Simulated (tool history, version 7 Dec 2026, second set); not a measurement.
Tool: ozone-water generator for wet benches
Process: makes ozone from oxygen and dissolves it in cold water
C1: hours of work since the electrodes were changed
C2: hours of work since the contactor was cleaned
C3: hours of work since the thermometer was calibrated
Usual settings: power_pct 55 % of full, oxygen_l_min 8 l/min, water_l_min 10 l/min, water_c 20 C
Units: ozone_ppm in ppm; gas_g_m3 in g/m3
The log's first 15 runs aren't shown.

run 16 hour=1701.4 | power_pct=55 oxygen_l_min=8 water_l_min=10 water_c=20 | C1=5468 C2=3728 C3=2869 | ozone_ppm=17.1 gas_g_m3=114.2
run 17 hour=1783.8 | power_pct=55 oxygen_l_min=8 water_l_min=10 water_c=20 | C1=5525 C2=3785 C3=2926 | ozone_ppm=16.9 gas_g_m3=113.8
run 18 hour=1867.3 | power_pct=55 oxygen_l_min=8 water_l_min=8 water_c=20 | C1=5583 C2=3843 C3=2984 | ozone_ppm=18.9 gas_g_m3=114.6
-- hour=1962.7 water thermometer calibrated
run 19 hour=1979.7 | power_pct=55 oxygen_l_min=8 water_l_min=8 water_c=20 | C1=5661 C2=3921 C3=12 | ozone_ppm=19 gas_g_m3=112.4
run 20 hour=2119.5 | power_pct=51 oxygen_l_min=8 water_l_min=8 water_c=20 | C1=5759 C2=4018 C3=109 | ozone_ppm=18.2 gas_g_m3=109
run 21 hour=2221.3 | power_pct=51 oxygen_l_min=9.47 water_l_min=8 water_c=27 | C1=5830 C2=4089 C3=180 | ozone_ppm=14 gas_g_m3=97
run 22 hour=2288.5 | power_pct=66 oxygen_l_min=9.47 water_l_min=14 water_c=15 | C1=5877 C2=4136 C3=227 | ozone_ppm=16.3 gas_g_m3=113.3
run 23 hour=2416.1 | power_pct=71 oxygen_l_min=8 water_l_min=11 water_c=16 | C1=5966 C2=4225 C3=316 | ozone_ppm=20.4 gas_g_m3=133.6
run 24 hour=2537 | power_pct=71 oxygen_l_min=8 water_l_min=15 water_c=18 | C1=6050 C2=4309 C3=400 | ozone_ppm=16.3 gas_g_m3=131.7
run 25 hour=2646.3 | power_pct=71 oxygen_l_min=8 water_l_min=15 water_c=18 | C1=6126 C2=4386 C3=476 | ozone_ppm=16.2 gas_g_m3=131.6
run 26 hour=2711.5 | power_pct=71 oxygen_l_min=8 water_l_min=12 water_c=14 | C1=6171 C2=4431 C3=522 | ozone_ppm=20 gas_g_m3=131.5
-- hour=2718.5 water thermometer calibrated, once more
run 27 hour=2794.4 | power_pct=71 oxygen_l_min=8 water_l_min=12 water_c=14 | C1=6229 C2=4489 C3=53 | ozone_ppm=20.2 gas_g_m3=129.8
run 28 hour=2898.1 | power_pct=71 oxygen_l_min=8 water_l_min=12 water_c=14 | C1=6301 C2=4561 C3=125 | ozone_ppm=20.4 gas_g_m3=130.2
run 29 hour=2987.6 | power_pct=55 oxygen_l_min=8 water_l_min=14 water_c=20 | C1=6364 C2=4623 C3=188 | ozone_ppm=13.6 gas_g_m3=112.6
run 30 hour=3110.8 | power_pct=44 oxygen_l_min=8 water_l_min=7 water_c=20 | C1=6449 C2=4709 C3=273 | ozone_ppm=17.1 gas_g_m3=95.9
run 31 hour=3259 | power_pct=55 oxygen_l_min=8 water_l_min=10 water_c=12 | C1=6553 C2=4812 C3=377 | ozone_ppm=19.9 gas_g_m3=112.6
run 32 hour=3350.3 | power_pct=62 oxygen_l_min=8 water_l_min=10 water_c=12 | C1=6616 C2=4876 C3=440 | ozone_ppm=21.3 gas_g_m3=119.6
run 33 hour=3426.4 | power_pct=62 oxygen_l_min=8 water_l_min=10 water_c=12 | C1=6669 C2=4929 C3=493 | ozone_ppm=21.2 gas_g_m3=120.1

4 ways to go on from here, each from the tool as it stands after run 33. What would each give?
run A hour=3498 | power_pct=72 oxygen_l_min=8.87 water_l_min=10 water_c=20 | C1=6719 C2=4979 C3=543 | ozone_ppm=? gas_g_m3=?
run B hour=3498 | power_pct=65 oxygen_l_min=5.71 water_l_min=10 water_c=20 | C1=6719 C2=4979 C3=543 | ozone_ppm=? gas_g_m3=?
run C hour=3498 | power_pct=62 oxygen_l_min=4.59 water_l_min=7 water_c=20 | C1=6719 C2=4979 C3=543 | ozone_ppm=? gas_g_m3=?
run D hour=3498 | power_pct=55 oxygen_l_min=8 water_l_min=7 water_c=14 | C1=6719 C2=4979 C3=543 | ozone_ppm=? gas_g_m3=?

run=A ozone_ppm=18.7 gas_g_m3=123
run=B ozone_ppm=20.4 gas_g_m3=151.8
run=C ozone_ppm=26.4 gas_g_m3=169.9
run=D ozone_ppm=22.6 gas_g_m3=110.9
Without the tool's hidden state the same runs would have given:
run=A ozone_ppm=22.6 gas_g_m3=141.4
run=B ozone_ppm=24.5 gas_g_m3=172.7
run=C ozone_ppm=31.3 gas_g_m3=192.7
run=D ozone_ppm=26.6 gas_g_m3=124.4
